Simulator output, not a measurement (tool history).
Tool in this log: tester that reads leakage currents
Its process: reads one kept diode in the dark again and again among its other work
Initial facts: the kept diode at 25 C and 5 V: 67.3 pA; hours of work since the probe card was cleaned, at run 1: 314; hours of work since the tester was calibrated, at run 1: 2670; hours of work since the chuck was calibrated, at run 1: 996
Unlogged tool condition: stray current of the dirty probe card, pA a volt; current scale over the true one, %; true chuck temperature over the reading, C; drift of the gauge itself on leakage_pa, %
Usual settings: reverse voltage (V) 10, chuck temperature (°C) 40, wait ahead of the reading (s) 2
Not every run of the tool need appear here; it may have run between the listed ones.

run,hour,reverse voltage (V),chuck temperature (°C),wait ahead of the reading (s),hours of work since the probe card was cleaned,hours of work since the tester was calibrated,hours of work since the chuck was calibrated,current that the tester gives (pA)
1,0,10,40,2,314,2670,996,287.02
2,80.7,1.6,40,2,375,2731,1057,132.73
3,183.2,1.6,40,2,452,2808,1135,130.89
4,253.9,10,40,2,506,2862,1188,284.24
5,308.3,10,40,2,547,2903,1230,283.65
6,379.9,6,40,2,601,2957,1284,226.92
7,477.1,6,40,2,675,3030,1357,224.3
8,564.6,10,40,2,741,3097,1423,279.17
9,653.9,10,40,2,808,3164,1491,276.61
10,721.2,10,42,2,859,3215,1542,325.19
11,802.1,10,42,2,920,3276,1603,323.38
12,916.4,10,57,2,1007,3363,1689,991.57
13,988.6,10,57,2,1061,3417,1744,986.17
14,1074.1,10,57,2,1126,3482,1808,980.54
15,1150.3,2.7,40,2,1184,3539,1866,154.62
16,1257.6,2.7,40,2,1265,3621,1947,153.84
# hour 1325.8: chuck's temperature calibrated
17,1354,2.7,40,2,1336,3692,21,178.8
18,1426.3,10,40,2,1391,3747,76,307.32
19,1492.8,10,40,2,1441,3797,126,305.91
20,1605.5,10,40,2,1526,3882,211,304.66
21,1691.4,10,40,2,1591,3947,276,304.5
22,1775.8,10,40,2,1655,4011,340,302.95
23,1841.2,5,21,2,1704,4060,390,46.14
24,1924,3.4,29,1.52,1767,4123,452,76.92
25,1976.2,3.4,29,1.52,1807,4162,492,76.83
26,2037.9,3.4,29,1.52,1853,4209,538,76.88
27,2109.9,4.2,48,3.99,1908,4263,593,381.5
28,2197.4,4.2,48,3.99,1974,4330,659,378.07
# hour 2224.1: tester calibrated
29,2265.4,4.2,48,3.99,2024,31,709,386.78
30,2370.8,2.5,24,3.99,2103,111,789,43.59
31,2464,10,24,2,2174,181,859,79.76
32,2518.1,1,40,2,2215,222,900,111.84
33,2617.9,9,26,1.39,2290,298,975,89.63
34,2666.6,1.6,35,1.57,2327,335,1012,90.32
35,2763.1,1.6,35,1.57,2400,407,1085,90.05
36,2836.2,10,20,2,2455,463,1140,55.04
37,2886.9,4.8,44,0.94,2494,501,1179,290.19
38,2969.5,8,44,0.94,2556,564,1241,359.96
39,3042.9,19.7,35,4.69,2611,619,1297,256.02
40,3115.8,10,39,2,2667,674,1352,264.89

Below are 3 alternative next runs, each starting from the tool's condition after run 40. Predict each:
A,3171.2,11.6,24,0.73,2708,716,1394,?
B,3171.2,8.4,23,1.3,2708,716,1394,?
C,3171.2,9.9,58,8.17,2708,716,1394,?

run,current that the tester gives (pA)
A,83.74
B,65.4
C,1097.54
Take away the tool's hidden state, keep each run's random variation, and the runs would have read:
run,current that the tester gives (pA)
A,91.33
B,71.68
C,1205.79
